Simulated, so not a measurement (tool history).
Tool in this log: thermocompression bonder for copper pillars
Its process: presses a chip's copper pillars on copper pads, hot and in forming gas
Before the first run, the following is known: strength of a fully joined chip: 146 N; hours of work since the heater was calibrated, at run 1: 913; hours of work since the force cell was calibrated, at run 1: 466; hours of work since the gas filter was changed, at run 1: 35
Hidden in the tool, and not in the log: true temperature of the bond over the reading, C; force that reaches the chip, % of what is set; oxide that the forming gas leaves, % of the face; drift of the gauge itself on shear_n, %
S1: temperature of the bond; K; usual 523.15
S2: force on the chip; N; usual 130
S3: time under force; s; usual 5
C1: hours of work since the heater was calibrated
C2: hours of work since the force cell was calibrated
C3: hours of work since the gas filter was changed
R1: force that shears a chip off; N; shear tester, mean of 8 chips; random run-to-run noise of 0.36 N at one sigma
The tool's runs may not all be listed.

Run 1, hour 0: usual settings; C1 913; C2 466; C3 35. Result: R1 60.3 N.
Run 2, hour 21.7: usual settings; C1 927; C2 480; C3 48. Result: R1 60.1 N.
Run 3, hour 44.5: usual settings but S3 3 s; C1 941; C2 494; C3 62. Result: R1 49.2 N.
Run 4, hour 76.1: usual settings; C1 960; C2 513; C3 82. Result: R1 60 N.
Run 5, hour 91: usual settings; C1 969; C2 522; C3 91. Result: R1 60.4 N.
Run 6, hour 107.1: usual settings; C1 979; C2 532; C3 101. Result: R1 60.5 N.
Run 7, hour 130: usual settings but S3 3 s; C1 993; C2 546; C3 115. Result: R1 48.6 N.
Run 8, hour 155.7: usual settings; C1 1009; C2 562; C3 131. Result: R1 59.6 N.
Run 9, hour 181.5: usual settings but S2 88 N; C1 1025; C2 578; C3 146. Result: R1 46.4 N.
Run 10, hour 196.4: usual settings but S2 116 N; C1 1034; C2 587; C3 156. Result: R1 56 N.
Run 11, hour 215.3: usual settings but S2 116 N; C1 1046; C2 599; C3 167. Result: R1 55.8 N.
Run 12, hour 233.2: usual settings but S2 116 N, S3 6 s; C1 1057; C2 610; C3 178. Result: R1 59.2 N.
Run 13, hour 256.5: usual settings but S3 4 s; C1 1071; C2 624; C3 193. Result: R1 54.7 N.
Run 14, hour 288.5: usual settings but S1 548.15 K, S2 95 N, S3 9 s; C1 1091; C2 644; C3 212. Result: R1 79.5 N.
Run 15, hour 311.7: usual settings but S1 500.15 K, S2 123 N, S3 3 s; C1 1105; C2 658; C3 227. Result: R1 34.3 N.
Run 16, hour 327.6: usual settings but S3 8 s; C1 1115; C2 668; C3 236. Result: R1 70.3 N.
Run 17, hour 351.4: usual settings but S2 121 N, S3 8 s; C1 1130; C2 682; C3 251. Result: R1 66.2 N.

Branching from run 17: 5 alternative next runs. What would each branch give?
Run A, hour 377.6: usual settings but S2 85 N, S3 9 s; C1 1146; C2 699; C3 267. Result: R1 ?.
Run B, hour 377.6: usual settings but S1 537.15 K, S2 192 N, S3 11 s; C1 1146; C2 699; C3 267. Result: R1 ?.
Run C, hour 377.6: usual settings but S2 121 N; C1 1146; C2 699; C3 267. Result: R1 ?.
Run D, hour 377.6: usual settings but S2 92 N, S3 11 s; C1 1146; C2 699; C3 267. Result: R1 ?.
Run E, hour 377.6: usual settings but S1 521.15 K, S2 122 N, S3 7 s; C1 1146; C2 699; C3 267. Result: R1 ?.

run     R1
  A     56
  B  104.2
  C   57.1
  D   63.5
  E   62.5
The same runs, with their run-to-run variation unchanged, on a tool lacking any hidden condition would have given:
run     R1
  A   50.2
  B  100.1
  C   51.2
  D   57.3
  E   56.3
